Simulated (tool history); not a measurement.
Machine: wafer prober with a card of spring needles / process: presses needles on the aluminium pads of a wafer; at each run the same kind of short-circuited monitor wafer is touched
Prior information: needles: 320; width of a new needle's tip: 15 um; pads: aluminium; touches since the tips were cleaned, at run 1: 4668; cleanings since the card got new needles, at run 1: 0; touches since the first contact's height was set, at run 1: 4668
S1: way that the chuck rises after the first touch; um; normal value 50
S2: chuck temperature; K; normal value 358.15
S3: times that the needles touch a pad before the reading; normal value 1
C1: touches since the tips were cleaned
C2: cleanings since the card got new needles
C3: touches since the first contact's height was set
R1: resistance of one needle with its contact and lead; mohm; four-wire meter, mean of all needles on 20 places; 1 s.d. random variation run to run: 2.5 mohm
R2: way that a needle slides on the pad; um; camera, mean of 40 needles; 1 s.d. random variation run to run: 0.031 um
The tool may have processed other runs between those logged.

run	day	S1	S2	S3	C1	C2	C3	R1	R2
1	0	50	358.15	1	4668	0	4668	369	13.44
# day 0.246: tips cleaned on abrasive film
2	0.367	50	358.15	1	683	1	6726	308	13.46
3	0.779	50	358.15	1	3027	1	9070	351	13.51
4	1.158	50	358.15	1	5187	1	11230	377	13.47
# day 1.333: tips cleaned on abrasive film
5	1.617	64	358.15	1	1593	2	13809	312	17.25
6	2.067	50	358.15	1	4162	2	16378	367	13.48
7	2.358	50	358.15	1	5814	2	18030	388	13.44
# day 2.412: tips cleaned on abrasive film
8	2.717	50	358.15	1	1728	3	20046	333	13.46
9	3.283	54	358.15	1	4964	3	23282	360	14.49
# day 3.5: tips cleaned on abrasive film
10	3.65	50	358.15	1	868	4	25344	312	13.35
11	3.971	50	358.15	1	2685	4	27161	348	13.41
12	4.512	50	304.15	1	5758	4	30234	367	13.41
# day 4.567: tips cleaned on abrasive film
13	4.8	50	304.15	1	1333	5	31867	313	13.4
14	5.208	50	358.15	1	3642	5	34176	365	13.38
15	5.521	50	358.15	1	5418	5	35952	380	13.38
# day 5.65: tips cleaned on abrasive film
16	5.946	37	313.15	2	1696	6	38356	333	9.89
17	6.271	37	313.15	2	3542	6	40202	365	9.88
18	6.579	37	313.15	2	5284	6	41944	380	9.85
# day 6.717: tips cleaned on abrasive film
19	6.892	37	313.15	2	1000	7	43709	318	9.87
20	7.45	37	355.15	2	4171	7	46880	379	9.89
# day 7.808: tips cleaned on abrasive film
21	7.942	37	381.15	2	746	8	49647	328	9.87
22	8.258	48	396.15	1	2563	8	51464	359	12.79
23	8.688	50	333.15	1	5005	8	53906	378	13.32
# day 8.892: tips cleaned on abrasive film
24	9.062	34	337.15	1	984	9	56021	348	8.99
25	9.588	50	323.15	2	3968	9	59005	322	13.33
26	9.925	48	298.15	2	5884	9	60921	335	12.78
# day 9.983: tips cleaned on abrasive film
27	10.262	50	299.15	1	1600	10	62818	325	13.32

Describe how what the log doesn't record of the tool's condition differs between the last listed run preceding each entry between runs and the first listed run following it.
After run 1, before run 2: tips cleaned on abrasive film (day 0.246)
  debris on the tips, nm: 82.5 -> 25.8; way that the needles fall short of the set height, um: 0 -> 0.05; tips' diameter, um: 15 -> 15.02
  difference, measured minus the result without the unlogged condition, R1: +90 -> +28 mohm; R2: +0 -> -0.01 um
After run 4, before run 5: tips cleaned on abrasive film (day 1.333)
  debris on the tips, nm: 88.8 -> 47.3; way that the needles fall short of the set height, um: 0.05 -> 0.11; tips' diameter, um: 15.02 -> 15.04
  difference, measured minus the result without the unlogged condition, R1: +97 -> +34 mohm; R2: -0.01 -> -0.03 um
After run 7, before run 8: tips cleaned on abrasive film (day 2.412)
  debris on the tips, nm: 93.9 -> 46.9; way that the needles fall short of the set height, um: 0.11 -> 0.15; tips' diameter, um: 15.04 -> 15.05
  difference, measured minus the result without the unlogged condition, R1: +104 -> +51 mohm; R2: -0.04 -> -0.04 um
After run 9, before run 10: tips cleaned on abrasive film (day 3.5)
  debris on the tips, nm: 85.8 -> 28.4; way that the needles fall short of the set height, um: 0.15 -> 0.22; tips' diameter, um: 15.05 -> 15.08
  difference, measured minus the result without the unlogged condition, R1: +83 -> +31 mohm; R2: -0.05 -> -0.06 um
After run 12, before run 13: tips cleaned on abrasive film (day 4.567)
  debris on the tips, nm: 92 -> 39.4; way that the needles fall short of the set height, um: 0.22 -> 0.27; tips' diameter, um: 15.08 -> 15.09
  difference, measured minus the result without the unlogged condition, R1: +108 -> +48 mohm; R2: -0.06 -> -0.07 um
After run 15, before run 16: tips cleaned on abrasive film (day 5.65)
  debris on the tips, nm: 89.4 -> 47.4; way that the needles fall short of the set height, um: 0.27 -> 0.33; tips' diameter, um: 15.09 -> 15.12
  difference, measured minus the result without the unlogged condition, R1: +99 -> +58 mohm; R2: -0.08 -> -0.09 um
After run 18, before run 19: tips cleaned on abrasive film (day 6.717)
  debris on the tips, nm: 89.2 -> 34; way that the needles fall short of the set height, um: 0.33 -> 0.39; tips' diameter, um: 15.12 -> 15.14
  difference, measured minus the result without the unlogged condition, R1: +109 -> +42 mohm; R2: -0.09 -> -0.1 um
After run 20, before run 21: tips cleaned on abrasive film (day 7.808)
  debris on the tips, nm: 81.6 -> 28.5; way that the needles fall short of the set height, um: 0.39 -> 0.45; tips' diameter, um: 15.14 -> 15.16
  difference, measured minus the result without the unlogged condition, R1: +94 -> +32 mohm; R2: -0.1 -> -0.12 um
After run 23, before run 24: tips cleaned on abrasive film (day 8.892)
  debris on the tips, nm: 87.7 -> 30.3; way that the needles fall short of the set height, um: 0.45 -> 0.51; tips' diameter, um: 15.16 -> 15.18
  difference, measured minus the result without the unlogged condition, R1: +103 -> +69 mohm; R2: -0.12 -> -0.14 um
After run 26, before run 27: tips cleaned on abrasive film (day 9.983)
  debris on the tips, nm: 91.1 -> 47.8; way that the needles fall short of the set height, um: 0.51 -> 0.57; tips' diameter, um: 15.18 -> 15.2
  difference, measured minus the result without the unlogged condition, R1: +72 -> +60 mohm; R2: -0.14 -> -0.16 um
